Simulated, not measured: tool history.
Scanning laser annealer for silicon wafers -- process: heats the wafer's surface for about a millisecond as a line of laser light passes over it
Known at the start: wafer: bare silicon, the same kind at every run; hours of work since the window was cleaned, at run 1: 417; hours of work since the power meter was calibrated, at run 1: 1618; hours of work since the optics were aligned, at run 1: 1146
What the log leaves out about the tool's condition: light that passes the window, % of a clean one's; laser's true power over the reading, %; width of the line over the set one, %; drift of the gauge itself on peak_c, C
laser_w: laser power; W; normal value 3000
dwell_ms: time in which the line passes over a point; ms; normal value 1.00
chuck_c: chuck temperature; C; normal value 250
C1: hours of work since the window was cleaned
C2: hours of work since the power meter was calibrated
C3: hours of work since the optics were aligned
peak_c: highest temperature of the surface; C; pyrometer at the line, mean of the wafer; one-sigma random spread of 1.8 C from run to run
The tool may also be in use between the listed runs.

{"run": 1, "hour": 0.0, "laser_w": 3000, "dwell_ms": 1.0, "chuck_c": 250, "C1": 417, "C2": 1618, "C3": 1146, "peak_c": 1026}
{"run": 2, "hour": 46.2, "laser_w": 3000, "dwell_ms": 1.0, "chuck_c": 250, "C1": 444, "C2": 1645, "C3": 1173, "peak_c": 1026}
{"run": 3, "hour": 115.5, "laser_w": 3000, "dwell_ms": 1.0, "chuck_c": 250, "C1": 485, "C2": 1687, "C3": 1214, "peak_c": 1026}
{"run": 4, "hour": 150.1, "laser_w": 2961, "dwell_ms": 1.0, "chuck_c": 250, "C1": 506, "C2": 1707, "C3": 1235, "peak_c": 1016}
{"run": 5, "hour": 210.5, "laser_w": 2961, "dwell_ms": 1.0, "chuck_c": 250, "C1": 541, "C2": 1743, "C3": 1270, "peak_c": 1017}
{"run": 6, "hour": 242.3, "laser_w": 3000, "dwell_ms": 0.82, "chuck_c": 250, "C1": 560, "C2": 1762, "C3": 1289, "peak_c": 943}
{"run": 7, "hour": 283.7, "laser_w": 3000, "dwell_ms": 0.82, "chuck_c": 250, "C1": 585, "C2": 1786, "C3": 1314, "peak_c": 948}
{"run": 8, "hour": 338.2, "laser_w": 2765, "dwell_ms": 1.02, "chuck_c": 253, "C1": 617, "C2": 1818, "C3": 1346, "peak_c": 977}
{"hour": 353.8, "done": "window over the wafer cleaned"}
{"run": 9, "hour": 382.2, "laser_w": 3000, "dwell_ms": 0.94, "chuck_c": 288, "C1": 17, "C2": 1843, "C3": 1371, "peak_c": 1038}
{"run": 10, "hour": 430.6, "laser_w": 2774, "dwell_ms": 1.08, "chuck_c": 263, "C1": 45, "C2": 1872, "C3": 1400, "peak_c": 1017}
{"run": 11, "hour": 480.6, "laser_w": 3244, "dwell_ms": 1.2, "chuck_c": 250, "C1": 75, "C2": 1902, "C3": 1429, "peak_c": 1178}
{"run": 12, "hour": 551.2, "laser_w": 2737, "dwell_ms": 1.0, "chuck_c": 225, "C1": 117, "C2": 1943, "C3": 1471, "peak_c": 937}

Hidden state at the last listed run before each entry between runs and at the first one after, where it differs:
Logged between run 8 and run 9: window over the wafer cleaned (hour 353.8)
  light that passes the window, % of a clean one's: 99.92 -> 99.99
